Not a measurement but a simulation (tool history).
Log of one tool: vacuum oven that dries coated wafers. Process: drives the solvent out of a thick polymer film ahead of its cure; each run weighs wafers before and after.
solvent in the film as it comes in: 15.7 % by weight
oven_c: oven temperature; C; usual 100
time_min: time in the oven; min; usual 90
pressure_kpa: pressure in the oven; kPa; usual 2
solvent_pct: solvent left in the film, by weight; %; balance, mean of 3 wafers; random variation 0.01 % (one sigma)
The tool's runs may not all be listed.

run,hour,oven_c,time_min,pressure_kpa,solvent_pct
1,0,100,90,2,1.32
2,28.3,100,90,2,1.34
3,49.5,87,90,2,3.84
4,95.4,87,90,2,3.8
5,143.2,104,90,2,1.01
6,192.3,100,48,2,2.71
7,229.3,111,90,2,0.68
8,266,107,90,2,0.84
9,311.8,107,90,2,0.83
10,339.9,107,90,2,0.83
# hour 344.7: oven's thermocouples calibrated
11,381.7,100,90,2,1.2
12,415.7,100,47,2,2.52
13,443.1,100,47,2,2.5
14,472.3,94,90,2,1.94
15,513.5,109,58,2.73,1.13
16,563.7,98,93,4.33,2.49
17,584.4,98,93,4.33,2.5

The next listed run, before its measurement:
18,624.3,98,93,4.33,?

solvent_pct: 2.5 %
Without the tool's hidden state the same run would have given solvent_pct 2.97 %.
